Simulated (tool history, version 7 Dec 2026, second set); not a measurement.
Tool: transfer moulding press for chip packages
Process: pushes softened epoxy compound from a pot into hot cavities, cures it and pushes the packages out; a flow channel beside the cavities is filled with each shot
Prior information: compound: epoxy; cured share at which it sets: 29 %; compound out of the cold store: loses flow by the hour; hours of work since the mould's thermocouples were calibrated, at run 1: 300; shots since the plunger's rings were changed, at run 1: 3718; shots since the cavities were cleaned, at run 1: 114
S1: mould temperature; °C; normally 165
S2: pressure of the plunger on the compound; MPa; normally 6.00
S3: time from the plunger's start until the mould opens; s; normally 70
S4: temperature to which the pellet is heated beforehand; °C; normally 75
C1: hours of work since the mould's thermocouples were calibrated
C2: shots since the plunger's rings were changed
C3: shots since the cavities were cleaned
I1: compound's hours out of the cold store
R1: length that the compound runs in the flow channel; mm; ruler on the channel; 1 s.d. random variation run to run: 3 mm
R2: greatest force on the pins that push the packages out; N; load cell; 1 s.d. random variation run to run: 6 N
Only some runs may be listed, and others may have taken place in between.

run,hour,S1,S2,S3,S4,C1,C2,C3,I1,R1,R2
1,0.0,165,6.00,70,75,300,3718,114,47.7,704,273
2,32.0,165,6.00,70,75,323,4228,624,18.8,761,409
3,57.8,165,6.00,70,75,343,4642,1038,13.7,775,444
# hour 66.6: cavities cleaned with cleaning compound and waxed
4,81.9,165,6.00,70,75,359,5002,244,27.1,740,523
5,120.5,165,6.00,70,75,388,5618,860,27.4,736,468
# hour 126.4: plunger's sealing rings changed
# hour 131.5: mould's thermocouples calibrated
# hour 143.9: cavities cleaned with cleaning compound and waxed
6,152.7,165,6.00,70,75,15,365,141,44.7,730,287
7,191.8,165,6.00,70,75,43,988,764,43.2,737,403
# hour 217.2: cavities cleaned with cleaning compound and waxed
8,234.9,165,6.00,70,72,74,1653,282,39.9,732,339
9,275.5,159,6.00,70,72,104,2302,931,37.0,751,617
# hour 289.1: cavities cleaned with cleaning compound and waxed
10,309.2,159,6.00,81,77,128,2816,320,45.7,732,371
11,348.2,159,6.00,81,77,157,3439,943,44.1,728,456
# hour 361.4: cavities cleaned with cleaning compound and waxed
# hour 367.3: cavities cleaned with cleaning compound and waxed, once more
12,387.8,173,4.82,81,65,184,4024,328,41.0,629,267
# hour 438.2: cavities cleaned with cleaning compound and waxed
13,438.2,158,4.82,81,75,220,4805,0,10.8,721,269
14,460.4,158,4.82,61,70,236,5160,355,37.2,661,796
# hour 495.6: plunger's sealing rings changed
15,498.2,158,4.82,61,70,262,41,918,19.9,727,957
# hour 513.2: cavities cleaned with cleaning compound and waxed
16,544.6,170,4.82,64,70,295,760,502,9.1,716,366
17,578.8,165,5.27,74,75,321,1305,1047,14.3,753,399
# hour 586.2: cavities cleaned with cleaning compound and waxed
18,627.9,165,6.17,70,77,356,2067,667,29.9,767,404

Branching from run 18: 3 alternative next runs. What would each branch give?
# hour 659.6: cavities cleaned with cleaning compound and waxed
A,659.6,158,4.67,58,77,378,2549,0,45.1,?,?
# hour 659.6: cavities cleaned with cleaning compound and waxed
B,659.6,165,6.67,70,76,378,2549,0,38.8,?,?
# hour 659.6: cavities cleaned with cleaning compound and waxed
C,659.6,160,6.00,108,75,378,2549,0,29.4,?,?

run,R1,R2
A,654,500
B,771,223
C,771,169
With the hidden condition removed and each run's random variation left untouched, the same runs would have given:
run,R1,R2
A,668,480
B,789,215
C,788,166
